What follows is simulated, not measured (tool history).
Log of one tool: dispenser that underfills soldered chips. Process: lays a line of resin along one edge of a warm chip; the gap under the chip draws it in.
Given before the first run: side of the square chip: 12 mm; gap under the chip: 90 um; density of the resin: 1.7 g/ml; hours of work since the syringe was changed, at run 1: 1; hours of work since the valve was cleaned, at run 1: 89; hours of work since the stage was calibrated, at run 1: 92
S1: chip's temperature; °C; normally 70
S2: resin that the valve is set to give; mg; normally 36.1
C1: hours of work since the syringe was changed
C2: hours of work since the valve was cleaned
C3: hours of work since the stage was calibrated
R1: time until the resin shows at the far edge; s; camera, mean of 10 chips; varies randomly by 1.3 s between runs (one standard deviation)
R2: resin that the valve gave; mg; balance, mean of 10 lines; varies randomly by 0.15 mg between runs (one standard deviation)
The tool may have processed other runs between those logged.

run,hour,S1,S2,C1,C2,C3,R1,R2
1,0.0,70,36.1,1,89,92,139.2,33.12
2,4.1,70,36.1,4,92,95,161.2,32.74
3,6.8,70,36.1,6,94,97,179.8,33.07
# hour 7.6: new syringe of resin
4,11.9,70,36.1,3,97,100,156.7,32.83
5,14.3,70,36.1,5,99,102,171.4,32.62
# hour 16.6: new syringe of resin
6,17.4,70,36.1,1,101,103,131.2,32.65
# hour 19.5: dispensing valve cleaned and set on the balance
7,21.8,70,46.6,3,2,106,147.5,46.61
8,25.3,70,46.6,5,4,108,171.2,46.64
# hour 26.7: new syringe of resin
9,29.6,84,36.1,2,7,111,72.7,36.18
10,33.1,70,33.5,4,9,113,170.9,33.16
# hour 35.7: new syringe of resin
11,36.4,70,36.1,0,11,115,131.4,35.67
12,40.6,70,36.1,3,14,118,156.7,35.62
13,42.6,70,37.8,5,15,119,168.5,37.26
# hour 44.8: new syringe of resin
14,45.4,70,37.8,0,17,121,128.3,37.51
15,48.8,70,37.8,3,19,123,144.6,37.22
16,52.2,70,37.8,5,22,126,169.5,37.01
# hour 53.9: new syringe of resin
17,55.3,70,36.1,1,23,128,130.4,35.63
18,59.4,70,36.1,4,26,130,154.7,35.25
# hour 63.1: new syringe of resin
19,64.5,83,36.1,1,29,134,70.8,35.08
20,66.5,68,39.1,2,31,135,159.4,38.14
21,69.1,55,36.4,4,33,137,354.3,35.32
# hour 72.2: new syringe of resin
22,72.2,55,36.4,0,34,139,278.7,35.07
23,76.3,55,36.4,3,37,141,329.7,35.16
24,80.9,55,42.9,6,40,144,394.9,41.11
# hour 81.5: new syringe of resin
25,84.7,58,36.7,2,43,147,273.1,35.41
26,87.4,58,36.7,4,44,149,303.2,35.26
# hour 90.9: new syringe of resin
27,91.7,61,31.5,1,47,151,210.7,29.98
28,95.9,61,31.5,3,50,154,251.2,30.03
# hour 100.0: new syringe of resin
29,100.4,69,35.0,0,53,157,135.3,33.19
30,102.7,69,35.0,2,54,159,150.5,33.24
31,105.6,69,35.0,4,56,161,165.6,33.08
# hour 109.1: new syringe of resin
32,109.6,70,38.1,0,59,163,130.2,36.11
33,112.2,71,40.4,2,61,165,133.2,38.25
34,114.6,79,38.5,4,62,166,102.4,36.51

3 ways to go on from here, each from the tool as it stands after run 34. What would each give?
# hour 118.1: new syringe of resin
A,119.3,72,33.3,1,65,169,?,?
# hour 118.1: new syringe of resin
B,119.3,75,36.1,1,65,169,?,?
# hour 118.1: new syringe of resin
C,119.3,65,31.7,1,65,169,?,?

run,R1,R2
A,122.8,31.44
B,104.3,33.89
C,175.2,30.01
The same runs, with their run-to-run variation unchanged, on a tool lacking any hidden condition would have given:
run,R1,R2
A,118.2,33.50
B,100.7,36.11
C,168.4,31.99
